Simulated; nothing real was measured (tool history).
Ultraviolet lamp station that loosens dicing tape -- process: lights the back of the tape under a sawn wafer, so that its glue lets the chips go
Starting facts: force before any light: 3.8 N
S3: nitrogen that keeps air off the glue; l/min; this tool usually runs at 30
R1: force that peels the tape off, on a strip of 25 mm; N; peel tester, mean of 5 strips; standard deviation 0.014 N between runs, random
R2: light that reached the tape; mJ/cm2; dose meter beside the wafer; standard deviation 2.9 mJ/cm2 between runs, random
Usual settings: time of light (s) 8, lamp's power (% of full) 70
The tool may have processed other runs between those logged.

Run 1, hour 0: usual settings. Result: R1 0.738 N, R2 369 mJ/cm2.
Run 2, hour 10.9: usual settings but time of light (s) 6. Result: R1 1.036 N, R2 277 mJ/cm2.
Run 3, hour 29: usual settings but time of light (s) 6, S3 15 l/min. Result: R1 1.325 N, R2 273 mJ/cm2.
Run 4, hour 51.4: usual settings but time of light (s) 6, S3 47 l/min. Result: R1 0.922 N, R2 273 mJ/cm2.
Run 5, hour 62.6: usual settings but S3 44 l/min. Result: R1 0.672 N, R2 363 mJ/cm2.
Run 6, hour 85.5: usual settings. Result: R1 0.771 N, R2 357 mJ/cm2.
Run 7, hour 99.7: usual settings. Result: R1 0.766 N, R2 353 mJ/cm2.
Run 8, hour 111.4: usual settings. Result: R1 0.761 N, R2 356 mJ/cm2.
Run 9, hour 135.2: usual settings. Result: R1 0.748 N, R2 350 mJ/cm2.
Run 10, hour 150.1: usual settings but S3 15 l/min. Result: R1 1.038 N, R2 350 mJ/cm2.
Run 11, hour 163.1: usual settings but S3 14 l/min. Result: R1 1.044 N, R2 347 mJ/cm2.
Run 12, hour 182.9: usual settings but S3 14 l/min. Result: R1 1.085 N, R2 344 mJ/cm2.
Run 13, hour 203.7: usual settings but S3 14 l/min. Result: R1 1.072 N, R2 339 mJ/cm2.
Run 14, hour 226.8: usual settings but time of light (s) 15. Result: R1 0.331 N, R2 631 mJ/cm2.
Run 15, hour 244.1: usual settings but S3 45 l/min. Result: R1 0.712 N, R2 338 mJ/cm2.
Run 16, hour 257.2: usual settings but S3 45 l/min. Result: R1 0.678 N, R2 337 mJ/cm2.
At hour 262.5: window cleaned of glue's vapour.
Run 17, hour 278.2: usual settings but time of light (s) 9. Result: R1 0.773 N, R2 352 mJ/cm2.
Run 18, hour 290.2: usual settings but time of light (s) 9. Result: R1 0.762 N, R2 353 mJ/cm2.
Run 19, hour 305.9: usual settings but time of light (s) 9. Result: R1 0.775 N, R2 351 mJ/cm2.
Run 20, hour 325.5: usual settings but lamp's power (% of full) 97. Result: R1 0.601 N, R2 432 mJ/cm2.
Run 21, hour 341.3: usual settings but lamp's power (% of full) 77. Result: R1 0.85 N, R2 342 mJ/cm2.
Run 22, hour 351.7: usual settings but time of light (s) 7, S3 14 l/min. Result: R1 1.455 N, R2 268 mJ/cm2.
At hour 362.3: window cleaned of glue's vapour, once more.
Run 23, hour 364.7: usual settings but time of light (s) 9, lamp's power (% of full) 86. Result: R1 0.479 N, R2 492 mJ/cm2.
Run 24, hour 387.9: usual settings but time of light (s) 9, lamp's power (% of full) 86. Result: R1 0.492 N, R2 487 mJ/cm2.
Run 25, hour 410.6: usual settings but S3 37 l/min. Result: R1 0.704 N, R2 355 mJ/cm2.
Run 26, hour 434.1: usual settings but time of light (s) 15, lamp's power (% of full) 85, S3 21 l/min. Result: R1 0.309 N, R2 794 mJ/cm2.
Run 27, hour 447.8: usual settings but time of light (s) 15, lamp's power (% of full) 85, S3 21 l/min. Result: R1 0.316 N, R2 787 mJ/cm2.
Run 28, hour 463.5: usual settings but time of light (s) 4, lamp's power (% of full) 63, S3 13 l/min. Result: R1 2.119 N, R2 158 mJ/cm2.
Run 29, hour 473.9: usual settings but time of light (s) 9, lamp's power (% of full) 69, S3 27 l/min. Result: R1 0.733 N, R2 385 mJ/cm2.
Run 30, hour 485.4: usual settings but time of light (s) 9, lamp's power (% of full) 98, S3 53 l/min. Result: R1 0.365 N, R2 542 mJ/cm2.
Run 31, hour 497.8: usual settings but time of light (s) 5, lamp's power (% of full) 99, S3 9 l/min. Result: R1 1.403 N, R2 299 mJ/cm2.
Run 32, hour 511: usual settings but S3 19 l/min. Result: R1 0.963 N, R2 339 mJ/cm2.
Run 33, hour 530.6: usual settings but time of light (s) 7, lamp's power (% of full) 77, S3 27 l/min. Result: R1 0.855 N, R2 324 mJ/cm2.
Run 34, hour 541.4: usual settings but time of light (s) 9, S3 18 l/min. Result: R1 0.88 N, R2 380 mJ/cm2.
Run 35, hour 556.8: usual settings but time of light (s) 11, S3 18 l/min. Result: R1 0.689 N, R2 454 mJ/cm2.
Run 36, hour 578.9: usual settings but lamp's power (% of full) 83, S3 42 l/min. Result: R1 0.567 N, R2 393 mJ/cm2.
Run 37, hour 589.8: usual settings but lamp's power (% of full) 63, S3 24 l/min. Result: R1 1.038 N, R2 292 mJ/cm2.
Run 38, hour 601.1: usual settings but time of light (s) 7, lamp's power (% of full) 66. Result: R1 1.084 N, R2 271 mJ/cm2.
Run 39, hour 623.9: usual settings but time of light (s) 7, lamp's power (% of full) 66. Result: R1 1.075 N, R2 264 mJ/cm2.
Run 40, hour 643.6: usual settings but time of light (s) 7, lamp's power (% of full) 66. Result: R1 1.074 N, R2 264 mJ/cm2.
Run 41, hour 657.9: usual settings but lamp's power (% of full) 66, S3 11 l/min. Result: R1 1.358 N, R2 304 mJ/cm2.
Run 42, hour 672.1: usual settings but lamp's power (% of full) 66, S3 11 l/min. Result: R1 1.319 N, R2 302 mJ/cm2.

Each row is a separate what-if for the run after 42, all from the same tool condition, not one after another. Results?
Run A, hour 695.3: usual settings but time of light (s) 12, lamp's power (% of full) 68, S3 13 l/min. Result: R1 ?, R2 ?.
Run B, hour 695.3: usual settings but time of light (s) 6, lamp's power (% of full) 64, S3 18 l/min. Result: R1 ?, R2 ?.
Run C, hour 695.3: usual settings but time of light (s) 6. Result: R1 ?, R2 ?.

run     R1   R2
  A  0.796  460
  B  1.585  213
  C  1.216  235
Without the tool's hidden state the same runs would have given:
run     R1   R2
  A  0.562  595
  B  1.246  276
  C  0.907  305

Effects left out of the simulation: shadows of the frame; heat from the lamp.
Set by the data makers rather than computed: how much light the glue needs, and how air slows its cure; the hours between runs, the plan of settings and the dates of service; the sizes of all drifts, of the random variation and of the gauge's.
